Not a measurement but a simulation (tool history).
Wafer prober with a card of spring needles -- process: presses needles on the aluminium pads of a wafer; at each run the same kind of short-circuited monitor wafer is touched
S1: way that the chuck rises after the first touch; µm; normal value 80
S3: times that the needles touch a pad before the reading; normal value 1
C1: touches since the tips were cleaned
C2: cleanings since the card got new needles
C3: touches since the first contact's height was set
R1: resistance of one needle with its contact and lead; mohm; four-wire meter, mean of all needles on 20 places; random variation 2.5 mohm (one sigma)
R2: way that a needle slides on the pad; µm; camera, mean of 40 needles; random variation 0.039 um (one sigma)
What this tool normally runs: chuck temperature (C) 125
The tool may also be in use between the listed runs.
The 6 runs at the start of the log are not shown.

{"day": 4.712, "done": "tips cleaned on abrasive film"}
{"day": 5.529, "done": "tips cleaned on abrasive film"}
{"run": 7, "day": 5.808, "S1": 80, "chuck temperature (C)": 125, "S3": 2, "C1": 1343, "C2": 67, "C3": 57479, "R1": 281, "R2": 12.06}
{"day": 6.333, "done": "tips cleaned on abrasive film"}
{"run": 8, "day": 6.85, "S1": 94, "chuck temperature (C)": 125, "S3": 2, "C1": 2484, "C2": 68, "C3": 62434, "R1": 278, "R2": 14.2}
{"day": 7.167, "done": "tips cleaned on abrasive film"}
{"run": 9, "day": 7.938, "S1": 94, "chuck temperature (C)": 125, "S3": 2, "C1": 3691, "C2": 69, "C3": 67606, "R1": 281, "R2": 14.24}
{"day": 8.0, "done": "tips cleaned on abrasive film"}
{"run": 10, "day": 8.488, "S1": 80, "chuck temperature (C)": 125, "S3": 1, "C1": 2333, "C2": 70, "C3": 70211, "R1": 280, "R2": 12.13}
{"day": 8.829, "done": "tips cleaned on abrasive film"}
{"run": 11, "day": 9.067, "S1": 80, "chuck temperature (C)": 125, "S3": 2, "C1": 1142, "C2": 71, "C3": 72957, "R1": 278, "R2": 12.2}
{"day": 9.612, "done": "tips cleaned on abrasive film"}
{"run": 12, "day": 9.967, "S1": 80, "chuck temperature (C)": 125, "S3": 2, "C1": 1692, "C2": 72, "C3": 77238, "R1": 279, "R2": 12.05}
{"day": 10.412, "done": "tips cleaned on abrasive film"}
{"day": 11.229, "done": "tips cleaned on abrasive film"}
{"run": 13, "day": 11.254, "S1": 89, "chuck temperature (C)": 125, "S3": 1, "C1": 116, "C2": 74, "C3": 83343, "R1": 280, "R2": 13.46}
{"day": 12.058, "done": "tips cleaned on abrasive film"}
{"run": 14, "day": 12.317, "S1": 80, "chuck temperature (C)": 125, "S3": 1, "C1": 1241, "C2": 75, "C3": 88411, "R1": 277, "R2": 12.05}
{"day": 12.896, "done": "tips cleaned on abrasive film"}
{"run": 15, "day": 12.929, "S1": 80, "chuck temperature (C)": 125, "S3": 2, "C1": 157, "C2": 76, "C3": 91314, "R1": 280, "R2": 12.08}
{"run": 16, "day": 13.612, "S1": 80, "chuck temperature (C)": 70, "S3": 1, "C1": 3427, "C2": 76, "C3": 94584, "R1": 264, "R2": 12.13}
{"day": 13.721, "done": "tips cleaned on abrasive film"}
{"run": 17, "day": 14.238, "S1": 76, "chuck temperature (C)": 28, "S3": 1, "C1": 2471, "C2": 77, "C3": 97549, "R1": 252, "R2": 11.55}
{"day": 14.529, "done": "tips cleaned on abrasive film"}
{"run": 18, "day": 15.238, "S1": 70, "chuck temperature (C)": 46, "S3": 3, "C1": 3388, "C2": 78, "C3": 102297, "R1": 262, "R2": 10.58}
{"day": 15.354, "done": "tips cleaned on abrasive film"}
{"day": 16.146, "done": "tips cleaned on abrasive film"}
{"run": 19, "day": 16.146, "S1": 98, "chuck temperature (C)": 125, "S3": 1, "C1": 0, "C2": 80, "C3": 106601, "R1": 278, "R2": 14.86}
{"day": 16.942, "done": "tips cleaned on abrasive film"}
{"run": 20, "day": 17.421, "S1": 80, "chuck temperature (C)": 120, "S3": 1, "C1": 2289, "C2": 81, "C3": 112678, "R1": 278, "R2": 12.17}
{"day": 17.821, "done": "tips cleaned on abrasive film"}
{"day": 18.612, "done": "tips cleaned on abrasive film"}
{"run": 21, "day": 18.767, "S1": 80, "chuck temperature (C)": 120, "S3": 1, "C1": 733, "C2": 83, "C3": 119059, "R1": 280, "R2": 12.08}
{"day": 19.45, "done": "tips cleaned on abrasive film"}
{"run": 22, "day": 20.042, "S1": 80, "chuck temperature (C)": 120, "S3": 1, "C1": 2841, "C2": 84, "C3": 125141, "R1": 275, "R2": 12.1}
{"day": 20.329, "done": "tips cleaned on abrasive film"}
{"day": 21.142, "done": "tips cleaned on abrasive film"}
{"run": 23, "day": 21.371, "S1": 80, "chuck temperature (C)": 120, "S3": 1, "C1": 1098, "C2": 86, "C3": 131452, "R1": 280, "R2": 12.2}
{"day": 21.983, "done": "tips cleaned on abrasive film"}
{"run": 24, "day": 22.579, "S1": 80, "chuck temperature (C)": 120, "S3": 1, "C1": 2831, "C2": 87, "C3": 137187, "R1": 277, "R2": 12.08}
{"day": 22.771, "done": "tips cleaned on abrasive film"}
{"run": 25, "day": 23.388, "S1": 90, "chuck temperature (C)": 125, "S3": 1, "C1": 2955, "C2": 88, "C3": 141037, "R1": 278, "R2": 13.62}
{"day": 23.592, "done": "tips cleaned on abrasive film"}
{"run": 26, "day": 24.179, "S1": 86, "chuck temperature (C)": 79, "S3": 2, "C1": 2816, "C2": 89, "C3": 144803, "R1": 271, "R2": 12.98}
{"day": 24.404, "done": "tips cleaned on abrasive film"}
{"run": 27, "day": 25.083, "S1": 86, "chuck temperature (C)": 79, "S3": 2, "C1": 3239, "C2": 90, "C3": 149096, "R1": 267, "R2": 13.07}
{"day": 25.188, "done": "tips cleaned on abrasive film"}
{"day": 26.075, "done": "tips cleaned on abrasive film"}
{"run": 28, "day": 26.254, "S1": 86, "chuck temperature (C)": 79, "S3": 2, "C1": 856, "C2": 92, "C3": 154652, "R1": 269, "R2": 13.01}
{"day": 26.862, "done": "tips cleaned on abrasive film"}
{"run": 29, "day": 27.212, "S1": 86, "chuck temperature (C)": 79, "S3": 2, "C1": 1687, "C2": 93, "C3": 159220, "R1": 266, "R2": 12.99}
{"day": 27.654, "done": "tips cleaned on abrasive film"}
{"run": 30, "day": 28.221, "S1": 86, "chuck temperature (C)": 79, "S3": 2, "C1": 2704, "C2": 94, "C3": 164012, "R1": 269, "R2": 13.03}
{"day": 28.438, "done": "tips cleaned on abrasive film"}
{"run": 31, "day": 28.779, "S1": 68, "chuck temperature (C)": 79, "S3": 2, "C1": 1620, "C2": 95, "C3": 166652, "R1": 269, "R2": 10.23}

Predict each of these 3 candidate next runs independently; none follows another, all start after run 31:
{"day": 29.296, "done": "tips cleaned on abrasive film"}
{"run": "A", "day": 29.342, "S1": 80, "chuck temperature (C)": 125, "S3": 2, "C1": 215, "C2": 96, "C3": 169322, "R1": "?", "R2": "?"}
{"day": 29.296, "done": "tips cleaned on abrasive film"}
{"run": "B", "day": 29.342, "S1": 98, "chuck temperature (C)": 49, "S3": 1, "C1": 215, "C2": 96, "C3": 169322, "R1": "?", "R2": "?"}
{"day": 29.296, "done": "tips cleaned on abrasive film"}
{"run": "C", "day": 29.342, "S1": 69, "chuck temperature (C)": 69, "S3": 1, "C1": 215, "C2": 96, "C3": 169322, "R1": "?", "R2": "?"}

run=A R1=278 R2=12.11
run=B R1=263 R2=14.79
run=C R1=273 R2=10.39
With the hidden condition removed and each run's random variation left untouched, the same runs would have given:
run=A R1=278 R2=12.11
run=B R1=262 R2=14.79
run=C R1=273 R2=10.39

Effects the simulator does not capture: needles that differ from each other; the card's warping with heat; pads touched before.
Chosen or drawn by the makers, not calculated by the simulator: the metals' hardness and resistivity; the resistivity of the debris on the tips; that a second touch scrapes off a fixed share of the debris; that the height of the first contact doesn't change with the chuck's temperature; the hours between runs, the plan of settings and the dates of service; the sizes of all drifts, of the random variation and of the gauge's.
